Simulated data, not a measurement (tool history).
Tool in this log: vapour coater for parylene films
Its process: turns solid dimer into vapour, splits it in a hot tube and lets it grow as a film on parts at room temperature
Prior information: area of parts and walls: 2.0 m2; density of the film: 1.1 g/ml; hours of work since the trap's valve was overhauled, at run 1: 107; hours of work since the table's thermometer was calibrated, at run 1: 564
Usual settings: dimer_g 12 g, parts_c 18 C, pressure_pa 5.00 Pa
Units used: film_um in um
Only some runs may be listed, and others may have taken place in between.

run   hour  dimer_g  parts_c  pressure_pa  hours of work since the trap's valve was overhauled  hours of work since the table's thermometer was calibrated  film_um
  1    0.0       12       18         5.00                                                  107                                                         564     3.48
  2   16.3       12       26         5.00                                                  118                                                         575     2.49
  3   37.2       12       28         5.00                                                  132                                                         589     2.31
  4   56.5       12       18         4.32                                                  145                                                         602     3.51
  5   67.2       12       18         4.32                                                  152                                                         609     3.56
  6   79.4       12       18         4.32                                                  161                                                         617     3.57
  7   91.2       12       26         5.00                                                  169                                                         625     2.48
  8  102.7       12       26         5.00                                                  176                                                         633     2.45
  9  119.1       12       18        11.59                                                  187                                                         644     2.91
 10  130.7       12       11        11.82                                                  195                                                         652     3.92
 11  153.2       11       18         8.17                                                  210                                                         667     2.82
 12  166.0        6       12         6.82                                                  219                                                         676     2.06
 13  178.3        6       25         5.11                                                  227                                                         684     1.26
 14  191.8        6       25         5.11                                                  236                                                         693     1.22
 15  214.8       12       22         5.00                                                  252                                                         709     2.83

Below are 3 alternative next runs, each starting from the tool's condition after run 15. Predict each:
  A  231.1       12       18         2.27                                                  263                                                         720        ?
  B  231.1        6       26         4.72                                                  263                                                         720        ?
  C  231.1        7       22         5.00                                                  263                                                         720        ?

run  film_um
  A     3.85
  B     1.22
  C     1.67
Without the tool's unlogged condition, the same runs would have read:
run  film_um
  A     4.09
  B     1.30
  C     1.77
